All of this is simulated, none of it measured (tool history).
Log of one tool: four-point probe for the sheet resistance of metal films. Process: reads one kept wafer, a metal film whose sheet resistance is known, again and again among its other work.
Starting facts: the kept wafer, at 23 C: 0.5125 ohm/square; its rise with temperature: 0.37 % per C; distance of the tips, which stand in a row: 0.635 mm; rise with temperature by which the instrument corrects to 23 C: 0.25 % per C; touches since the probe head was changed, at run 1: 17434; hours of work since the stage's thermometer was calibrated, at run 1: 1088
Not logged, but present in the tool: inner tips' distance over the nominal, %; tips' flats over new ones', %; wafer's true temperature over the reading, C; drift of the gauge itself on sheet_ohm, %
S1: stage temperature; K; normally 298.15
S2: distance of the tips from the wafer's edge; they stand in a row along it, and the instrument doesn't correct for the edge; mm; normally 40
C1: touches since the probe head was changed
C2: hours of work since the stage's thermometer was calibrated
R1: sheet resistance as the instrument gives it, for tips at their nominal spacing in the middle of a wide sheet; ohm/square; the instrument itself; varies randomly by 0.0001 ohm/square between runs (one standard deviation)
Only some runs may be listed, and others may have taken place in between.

run   hour      S1  S2     C1    C2        R1
  1    0.0  298.15  40  17434  1088  0.512020
  2   13.3  298.15  40  17804  1098  0.511986
  3   28.8  305.15  40  18236  1109  0.516094
  4   43.6  305.15  40  18651  1121  0.515925
  5   54.2  298.15  40  18946  1128  0.511953
  6   67.2  298.15  40  19306  1138  0.511960
  7   79.0  298.15  40  19636  1147  0.511955
  8   91.0  298.15  40  19970  1156  0.511806
  9  103.1  308.15  40  20308  1165  0.517704
 10  119.2  308.15  40  20756  1177  0.517562
 11  136.2  308.15  40  21231  1190  0.517861
 12  152.3  308.15  40  21679  1202  0.517633
 13  159.6  308.15  40  21884  1207  0.517741
 14  176.5  305.15  40  22354  1220  0.516003
 15  191.0  305.15  10  22757  1231  0.516950
 16  198.7  298.15  40  22972  1236  0.511823
 17  213.0  298.15  40  23370  1247  0.512068
 18  230.0  298.15  18  23846  1260  0.512158
 19  247.3  298.15  18  24326  1273  0.512206
 20  256.9  300.15  40  24596  1280  0.513055
 21  269.9  300.15  40  24957  1290  0.513037
 22  283.6  292.15   5  25340  1300  0.512718
 23  291.0  302.15  40  25547  1306  0.514376
     292.8  -- stage's thermometer calibrated
 24  302.0  302.15  40  25837     7  0.514601
 25  317.8  297.15  43  26279    19  0.511600
 26  330.1  297.15  43  26622    28  0.511594
 27  343.4  297.15  43  26992    38  0.511684
 28  353.2  300.15   5  27265    45  0.517982
 29  365.6  300.15   5  27611    54  0.517888
     380.4  -- stage's thermometer calibrated, once more
 30  382.7  298.15  16  28074     2  0.511285
 31  398.5  306.15   4  28513    14  0.522378
 32  415.8  306.15  46  28995    26  0.515559
 33  431.7  294.15  39  29439    38  0.508289
 34  440.8  307.15  40  29693    45  0.516206
 35  452.2  307.15  40  30011    54  0.516205
 36  464.1  304.15  29  30343    63  0.514370
 37  477.2  304.15  29  30707    72  0.514488

For run 38, what comes out?
 38  485.1  293.15   8  30929  78   ?

Run 38 came out at R1 0.509655 ohm/square.
If the tool had no hidden condition, the same run with the same run-to-run variation would have returned R1 0.512549 ohm/square.
